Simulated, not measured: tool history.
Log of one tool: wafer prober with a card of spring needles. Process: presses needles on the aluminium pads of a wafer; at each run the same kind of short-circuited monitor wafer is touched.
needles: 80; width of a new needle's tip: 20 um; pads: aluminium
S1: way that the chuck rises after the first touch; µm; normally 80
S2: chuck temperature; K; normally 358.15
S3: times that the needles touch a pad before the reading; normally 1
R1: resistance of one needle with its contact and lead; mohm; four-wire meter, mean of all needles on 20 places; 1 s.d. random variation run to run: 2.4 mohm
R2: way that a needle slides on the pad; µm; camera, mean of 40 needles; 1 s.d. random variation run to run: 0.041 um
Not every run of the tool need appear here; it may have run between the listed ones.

{"run": 1, "hour": 0.0, "S1": 80, "S2": 358.15, "S3": 1, "R1": 272, "R2": 20.16}
{"run": 2, "hour": 14.4, "S1": 80, "S2": 358.15, "S3": 1, "R1": 270, "R2": 20.15}
{"run": 3, "hour": 30.9, "S1": 80, "S2": 358.15, "S3": 1, "R1": 274, "R2": 20.16}
{"run": 4, "hour": 48.0, "S1": 80, "S2": 358.15, "S3": 1, "R1": 275, "R2": 20.25}
{"run": 5, "hour": 63.9, "S1": 80, "S2": 358.15, "S3": 3, "R1": 276, "R2": 20.27}
{"run": 6, "hour": 85.4, "S1": 80, "S2": 358.15, "S3": 3, "R1": 272, "R2": 20.18}
{"run": 7, "hour": 100.3, "S1": 74, "S2": 358.15, "S3": 3, "R1": 274, "R2": 18.77}
{"run": 8, "hour": 119.0, "S1": 74, "S2": 358.15, "S3": 3, "R1": 274, "R2": 18.76}
{"run": 9, "hour": 137.8, "S1": 74, "S2": 358.15, "S3": 3, "R1": 274, "R2": 18.75}
{"run": 10, "hour": 149.9, "S1": 97, "S2": 358.15, "S3": 1, "R1": 264, "R2": 24.58}
{"run": 11, "hour": 173.7, "S1": 80, "S2": 358.15, "S3": 1, "R1": 273, "R2": 20.3}
{"run": 12, "hour": 193.9, "S1": 80, "S2": 358.15, "S3": 1, "R1": 270, "R2": 20.29}
{"run": 13, "hour": 217.0, "S1": 80, "S2": 358.15, "S3": 2, "R1": 271, "R2": 20.29}
{"run": 14, "hour": 232.9, "S1": 80, "S2": 358.15, "S3": 2, "R1": 270, "R2": 20.32}
{"run": 15, "hour": 255.7, "S1": 80, "S2": 358.15, "S3": 2, "R1": 271, "R2": 20.35}
{"run": 16, "hour": 281.1, "S1": 80, "S2": 358.15, "S3": 1, "R1": 270, "R2": 20.32}
{"run": 17, "hour": 295.0, "S1": 80, "S2": 358.15, "S3": 1, "R1": 267, "R2": 20.38}
{"run": 18, "hour": 311.9, "S1": 97, "S2": 358.15, "S3": 1, "R1": 266, "R2": 24.78}
{"run": 19, "hour": 334.0, "S1": 85, "S2": 302.15, "S3": 1, "R1": 254, "R2": 21.62}
{"run": 20, "hour": 347.2, "S1": 99, "S2": 370.15, "S3": 2, "R1": 268, "R2": 25.29}
{"run": 21, "hour": 367.8, "S1": 99, "S2": 370.15, "S3": 2, "R1": 275, "R2": 25.27}
{"run": 22, "hour": 380.6, "S1": 80, "S2": 334.15, "S3": 1, "R1": 263, "R2": 20.48}
{"run": 23, "hour": 391.9, "S1": 74, "S2": 358.15, "S3": 1, "R1": 275, "R2": 18.89}
{"run": 24, "hour": 406.7, "S1": 74, "S2": 358.15, "S3": 1, "R1": 274, "R2": 18.94}
{"run": 25, "hour": 423.5, "S1": 91, "S2": 370.15, "S3": 1, "R1": 266, "R2": 23.3}
{"run": 26, "hour": 448.2, "S1": 74, "S2": 331.15, "S3": 1, "R1": 273, "R2": 18.98}
{"run": 27, "hour": 469.5, "S1": 70, "S2": 345.15, "S3": 2, "R1": 273, "R2": 17.87}
{"run": 28, "hour": 489.9, "S1": 99, "S2": 358.15, "S3": 3, "R1": 265, "R2": 25.02}
{"run": 29, "hour": 513.1, "S1": 72, "S2": 358.15, "S3": 3, "R1": 281, "R2": 18.15}
{"run": 30, "hour": 528.3, "S1": 98, "S2": 358.15, "S3": 1, "R1": 263, "R2": 24.72}

Withheld: 47 entries from between the runs. Position of each, and hidden state at the listed run before versus the listed run after:
Run 1 -> run 2: tips cleaned on abrasive film (hour 2.1); tips cleaned on abrasive film (hour 13.7)
  debris on the tips, nm: 0.4 -> 0.1; drift of the gauge itself on scrub_um, %: 0 -> 0.05
  difference, measured minus the result without the unlogged condition, R2: +0.00 -> +0.01 µm
Run 2 -> run 3: tips cleaned on abrasive film (hour 26.2)
  debris on the tips, nm: 0.1 -> 0.3; drift of the gauge itself on scrub_um, %: 0.05 -> 0.11
  difference, measured minus the result without the unlogged condition, R2: +0.01 -> +0.02 µm
Run 3 -> run 4: tips cleaned on abrasive film (hour 38.3)
  debris on the tips, nm: 0.3 -> 0.4; drift of the gauge itself on scrub_um, %: 0.11 -> 0.16
  difference, measured minus the result without the unlogged condition, R2: +0.02 -> +0.03 µm
Run 4 -> run 5: tips cleaned on abrasive film (hour 49.6); tips cleaned on abrasive film (hour 61.1)
  debris on the tips, nm: 0.4 -> 0.2; drift of the gauge itself on scrub_um, %: 0.16 -> 0.22
  difference, measured minus the result without the unlogged condition, R2: +0.03 -> +0.04 µm
Run 5 -> run 6: tips cleaned on abrasive film (hour 73.0); tips cleaned on abrasive film (hour 85.4)
  debris on the tips, nm: 0.2 -> 0; drift of the gauge itself on scrub_um, %: 0.22 -> 0.29
  difference, measured minus the result without the unlogged condition, R2: +0.04 -> +0.06 µm
Run 6 -> run 7: tips cleaned on abrasive film (hour 98.0)
  debris on the tips, nm: 0 -> 0.2; drift of the gauge itself on scrub_um, %: 0.29 -> 0.34
  difference, measured minus the result without the unlogged condition, R2: +0.06 -> +0.06 µm
Run 7 -> run 8: tips cleaned on abrasive film (hour 109.3)
  debris on the tips, nm: 0.2 -> 0.4; drift of the gauge itself on scrub_um, %: 0.34 -> 0.41
  difference, measured minus the result without the unlogged condition, R2: +0.06 -> +0.08 µm
Run 8 -> run 9: tips cleaned on abrasive film (hour 120.6); tips cleaned on abrasive film (hour 132.3)
  debris on the tips, nm: 0.4 -> 0.3; drift of the gauge itself on scrub_um, %: 0.41 -> 0.47
  difference, measured minus the result without the unlogged condition, R2: +0.08 -> +0.09 µm
Run 9 -> run 10: tips cleaned on abrasive film (hour 144.4)
  drift of the gauge itself on scrub_um, %: 0.47 -> 0.51
  difference, measured minus the result without the unlogged condition, R2: +0.09 -> +0.12 µm
Run 10 -> run 11: tips cleaned on abrasive film (hour 156.1); tips cleaned on abrasive film (hour 168.9)
  drift of the gauge itself on scrub_um, %: 0.51 -> 0.6
  difference, measured minus the result without the unlogged condition, R2: +0.12 -> +0.12 µm
Run 11 -> run 12: tips cleaned on abrasive film (hour 181.3); tips cleaned on abrasive film (hour 193.9)
  debris on the tips, nm: 0.3 -> 0; drift of the gauge itself on scrub_um, %: 0.6 -> 0.67
  difference, measured minus the result without the unlogged condition, R2: +0.12 -> +0.13 µm
Run 12 -> run 13: tips cleaned on abrasive film (hour 206.7)
  debris on the tips, nm: 0 -> 0.4; drift of the gauge itself on scrub_um, %: 0.67 -> 0.75
  difference, measured minus the result without the unlogged condition, R2: +0.13 -> +0.15 µm
Run 13 -> run 14: tips cleaned on abrasive film (hour 218.4); tips cleaned on abrasive film (hour 230.8)
  debris on the tips, nm: 0.4 -> 0.2; drift of the gauge itself on scrub_um, %: 0.75 -> 0.8
  difference, measured minus the result without the unlogged condition, R2: +0.15 -> +0.16 µm
Run 14 -> run 15: tips cleaned on abrasive film (hour 243.2); tips cleaned on abrasive film (hour 254.7)
  debris on the tips, nm: 0.2 -> 0.1; drift of the gauge itself on scrub_um, %: 0.8 -> 0.88
  difference, measured minus the result without the unlogged condition, R2: +0.16 -> +0.18 µm
Run 15 -> run 16: tips cleaned on abrasive film (hour 267.4); tips cleaned on abrasive film (hour 279.6)
  way that the needles fall short of the set height, um: 0 -> 0.01; drift of the gauge itself on scrub_um, %: 0.88 -> 0.97
  difference, measured minus the result without the unlogged condition, R2: +0.18 -> +0.19 µm
Run 16 -> run 17: tips cleaned on abrasive film (hour 290.8)
  debris on the tips, nm: 0.1 -> 0.3; drift of the gauge itself on scrub_um, %: 0.97 -> 1.01
  difference, measured minus the result without the unlogged condition, R2: +0.19 -> +0.20 µm
Run 17 -> run 18: tips cleaned on abrasive film (hour 302.8)
  debris on the tips, nm: 0.3 -> 0.4; drift of the gauge itself on scrub_um, %: 1.01 -> 1.07
  difference, measured minus the result without the unlogged condition, R2: +0.20 -> +0.26 µm
Run 18 -> run 19: tips cleaned on abrasive film (hour 315.4); tips cleaned on abrasive film (hour 328.0)
  debris on the tips, nm: 0.4 -> 0.3; drift of the gauge itself on scrub_um, %: 1.07 -> 1.15
  difference, measured minus the result without the unlogged condition, R2: +0.26 -> +0.25 µm
Run 19 -> run 20: tips cleaned on abrasive film (hour 339.3); height of the first contact set anew (hour 343.4)
  way that the needles fall short of the set height, um: 0.01 -> 0; drift of the gauge itself on scrub_um, %: 1.15 -> 1.19
  difference, measured minus the result without the unlogged condition, R2: +0.25 -> +0.29 µm
Run 20 -> run 21: tips cleaned on abrasive film (hour 350.9); tips cleaned on abrasive film (hour 362.4)
  drift of the gauge itself on scrub_um, %: 1.19 -> 1.26
  difference, measured minus the result without the unlogged condition, R2: +0.29 -> +0.32 µm
Run 21 -> run 22: tips cleaned on abrasive film (hour 374.7)
  drift of the gauge itself on scrub_um, %: 1.26 -> 1.31
  difference, measured minus the result without the unlogged condition, R2: +0.32 -> +0.26 µm
Run 22 -> run 23: tips cleaned on abrasive film (hour 387.9)
  drift of the gauge itself on scrub_um, %: 1.31 -> 1.35
  difference, measured minus the result without the unlogged condition, R2: +0.26 -> +0.25 µm
Run 23 -> run 24: tips cleaned on abrasive film (hour 399.4)
  drift of the gauge itself on scrub_um, %: 1.35 -> 1.4
  difference, measured minus the result without the unlogged condition, R2: +0.25 -> +0.26 µm
Run 24 -> run 25: tips cleaned on abrasive film (hour 411.0); tips cleaned on abrasive film (hour 423.0)
  debris on the tips, nm: 0.3 -> 0.1; drift of the gauge itself on scrub_um, %: 1.4 -> 1.45
  difference, measured minus the result without the unlogged condition, R2: +0.26 -> +0.33 µm
Run 25 -> run 26: tips cleaned on abrasive film (hour 434.4); tips cleaned on abrasive film (hour 446.9)
  drift of the gauge itself on scrub_um, %: 1.45 -> 1.54
  difference, measured minus the result without the unlogged condition, R2: +0.33 -> +0.28 µm
Run 26 -> run 27: tips cleaned on abrasive film (hour 458.2); tips cleaned on abrasive film (hour 469.5)
  debris on the tips, nm: 0.1 -> 0; tips' diameter, um: 20 -> 20.01; drift of the gauge itself on scrub_um, %: 1.54 -> 1.61
  difference, measured minus the result without the unlogged condition, R2: +0.28 -> +0.28 µm
Run 27 -> run 28: gauge calibrated (hour 476.5); tips cleaned on abrasive film (hour 481.5)
  debris on the tips, nm: 0 -> 0.3; drift of the gauge itself on scrub_um, %: 1.61 -> 0.05
  difference, measured minus the result without the unlogged condition, R2: +0.28 -> +0.01 µm
Run 28 -> run 29: tips cleaned on abrasive film (hour 492.9); tips cleaned on abrasive film (hour 504.3)
  debris on the tips, nm: 0.3 -> 0.4; drift of the gauge itself on scrub_um, %: 0.05 -> 0.13
  difference, measured minus the result without the unlogged condition, R2: +0.01 -> +0.02 µm
Run 29 -> run 30: tips cleaned on abrasive film (hour 515.7); tips cleaned on abrasive film (hour 528.3)
  debris on the tips, nm: 0.4 -> 0; drift of the gauge itself on scrub_um, %: 0.13 -> 0.18
  difference, measured minus the result without the unlogged condition, R2: +0.02 -> +0.04 µm
